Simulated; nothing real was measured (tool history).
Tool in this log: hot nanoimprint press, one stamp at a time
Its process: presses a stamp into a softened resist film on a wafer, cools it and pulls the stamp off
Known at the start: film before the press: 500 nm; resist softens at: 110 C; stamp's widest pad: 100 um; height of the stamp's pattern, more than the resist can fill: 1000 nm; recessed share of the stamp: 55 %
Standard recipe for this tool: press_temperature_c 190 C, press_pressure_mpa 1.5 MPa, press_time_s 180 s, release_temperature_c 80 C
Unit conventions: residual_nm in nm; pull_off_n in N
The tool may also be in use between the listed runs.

run,hour,press_temperature_c,press_pressure_mpa,press_time_s,release_temperature_c,residual_nm,pull_off_n
1,0,190,1.5,180,80,268.6,262
2,6.7,190,1.5,180,80,267.9,263
3,14.6,190,1.5,180,80,270.6,268
4,22.8,190,1.5,180,79,270.7,271
5,29.7,190,1.5,180,79,270.9,273
6,41.7,190,1.5,180,79,269.7,271
7,49.6,190,1.5,180,85,270.7,240
8,58.5,190,1.5,180,80,271.6,267
9,71.2,190,1.5,180,80,271.9,266
10,83.1,190,1.5,180,80,271.4,275
11,94,190,1.16,180,80,300.6,270
12,106.7,190,1.16,180,80,301.8,274
13,112.5,180,1.5,180,80,342.7,273
14,119.1,180,1.93,180,80,314.5,273
15,130.2,180,1.93,180,80,314,278
16,139.6,180,1.93,180,80,316.5,280
17,152.4,180,1.93,180,82,316.5,266
18,157.9,180,1.93,180,82,315.7,267
19,170.2,182,1.93,180,79,300.6,290
20,181.3,182,1.93,180,79,300.3,289
21,192.1,198,1.03,180,79,263,286
# hour 195.8: plate thermocouple calibrated
22,202.4,199,1.15,180,80,247.9,286
23,209.3,190,2.34,337,80,178.8,285
24,221.9,190,2.34,337,80,178.6,285
25,232.4,190,2.34,337,80,179.4,287
# hour 236.5: plate thermocouple calibrated, once more
# hour 250.9: stamp cleaned and given a new release coat
26,252,190,2.34,337,80,171.6,239
27,260.4,197,0.99,91,65,329.4,318
28,265.7,191,0.99,273,77,269.3,256
29,275.3,190,1.5,103,76,316.5,258
30,282,190,1.26,150,70,302.4,295
31,291.4,190,1.26,150,70,303,296

Branching from run 31: 3 alternative next runs. What would each branch give?
A,302.6,197,1.23,198,80,?,?
B,302.6,190,1.5,290,80,?,?
C,302.6,187,1.14,180,71,?,?

run,residual_nm,pull_off_n
A,235.9,243
B,225.2,237
C,315.9,290
With no hidden state in the tool, these same runs would have given:
run,residual_nm,pull_off_n
A,233.4,238
B,222.3,232
C,313.2,284

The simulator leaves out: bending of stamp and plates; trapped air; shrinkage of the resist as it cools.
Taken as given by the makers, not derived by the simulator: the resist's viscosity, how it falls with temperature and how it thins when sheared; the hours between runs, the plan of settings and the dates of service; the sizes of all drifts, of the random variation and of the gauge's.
